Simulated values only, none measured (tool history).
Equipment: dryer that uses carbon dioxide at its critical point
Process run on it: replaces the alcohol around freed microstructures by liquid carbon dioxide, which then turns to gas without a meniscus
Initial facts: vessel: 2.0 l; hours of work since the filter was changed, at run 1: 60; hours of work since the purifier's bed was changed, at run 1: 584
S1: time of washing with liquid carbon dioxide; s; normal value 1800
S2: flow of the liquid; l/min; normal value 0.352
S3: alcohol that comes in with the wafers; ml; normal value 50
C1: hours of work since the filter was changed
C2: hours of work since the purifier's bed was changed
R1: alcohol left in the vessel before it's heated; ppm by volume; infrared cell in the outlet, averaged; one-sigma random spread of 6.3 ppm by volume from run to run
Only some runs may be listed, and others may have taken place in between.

run	hour	S1	S2	S3	C1	C2	R1
1	0.0	1800	0.352	50	60	584	378
2	46.7	1800	0.352	50	80	604	383
3	72.7	1800	0.352	40	91	616	341
4	107.5	1800	0.352	40	106	630	349
5	151.3	1800	0.352	40	125	649	354
6	185.2	1800	0.352	40	139	664	372
7	232.0	1800	0.352	50	159	684	455
8	271.2	1800	0.352	50	176	700	444
9	317.3	1800	0.352	50	196	720	489
10	361.2	2280	0.352	69	215	739	283
11	394.1	2340	0.592	69	229	753	116
12	425.5	2340	0.592	69	242	767	106
13	461.0	2340	0.592	69	257	782	113
14	486.9	2340	0.592	69	268	793	116
# hour 498.2: inlet filter changed
15	522.0	2340	0.592	69	10	807	113
16	558.6	2340	0.592	69	26	823	124
17	606.4	2220	0.533	50	46	843	110

Run 18 has not been measured yet. What should we expect?
18	644.7	2220	0.533	50	63	860	?

R1: 123 ppm by volume
Had the tool carried no hidden state, the very same run would have given R1 6 ppm by volume.
